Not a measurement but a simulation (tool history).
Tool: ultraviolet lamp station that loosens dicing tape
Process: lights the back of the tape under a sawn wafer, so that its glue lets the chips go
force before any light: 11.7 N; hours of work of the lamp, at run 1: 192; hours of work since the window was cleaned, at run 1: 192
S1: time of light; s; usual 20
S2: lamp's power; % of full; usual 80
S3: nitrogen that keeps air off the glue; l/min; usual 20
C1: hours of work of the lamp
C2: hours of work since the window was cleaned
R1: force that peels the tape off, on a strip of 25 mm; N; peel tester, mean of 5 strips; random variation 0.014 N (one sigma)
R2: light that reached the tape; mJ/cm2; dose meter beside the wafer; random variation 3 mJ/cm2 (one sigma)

run,hour,S1,S2,S3,C1,C2,R1,R2
1,0.0,20,80,20,192,192,0.811,424
# hour 31.3: window cleaned of glue's vapour
2,32.2,20,80,20,215,1,0.871,401
3,80.5,20,80,6,252,37,1.823,395
4,112.8,20,80,6,276,62,1.867,396
5,161.5,20,80,20,313,98,0.974,387
# hour 200.2: window cleaned of glue's vapour, once more
6,201.1,20,80,20,343,1,0.743,427
7,251.5,20,80,23,381,39,0.736,419
8,297.6,20,80,23,416,74,0.736,418
9,335.4,19,80,20,444,102,0.916,393
10,379.6,19,80,20,478,136,0.950,385
11,417.7,19,80,20,506,164,0.983,385
12,466.2,20,80,20,543,201,0.897,395
# hour 483.0: window cleaned of glue's vapour
13,506.4,20,70,20,573,18,1.091,360
14,532.2,20,70,20,593,37,1.104,359
15,556.4,35,80,20,611,55,0.309,713
16,581.8,20,80,20,630,75,0.865,408
17,628.6,20,80,20,665,110,0.906,401
18,663.3,20,80,20,692,136,0.880,394
19,697.2,20,80,20,717,162,0.954,389
20,742.8,20,80,20,752,196,0.979,379
# hour 763.8: window cleaned of glue's vapour
21,774.9,20,80,16,776,8,1.019,400
22,812.0,20,80,18,804,36,0.936,397
23,857.6,20,80,18,838,71,1.016,398
24,893.7,11,92,37,865,98,1.726,247
25,924.7,30,80,20,889,122,0.421,569

Run 26 comes next. What will it give?
26,972.8,22,80,12,925,158,?,?

{"run 26": {"R1": 1.111, "R2": 411}}
Without the tool's hidden state the same run would have given R1 0.731 N, R2 504 mJ/cm2.

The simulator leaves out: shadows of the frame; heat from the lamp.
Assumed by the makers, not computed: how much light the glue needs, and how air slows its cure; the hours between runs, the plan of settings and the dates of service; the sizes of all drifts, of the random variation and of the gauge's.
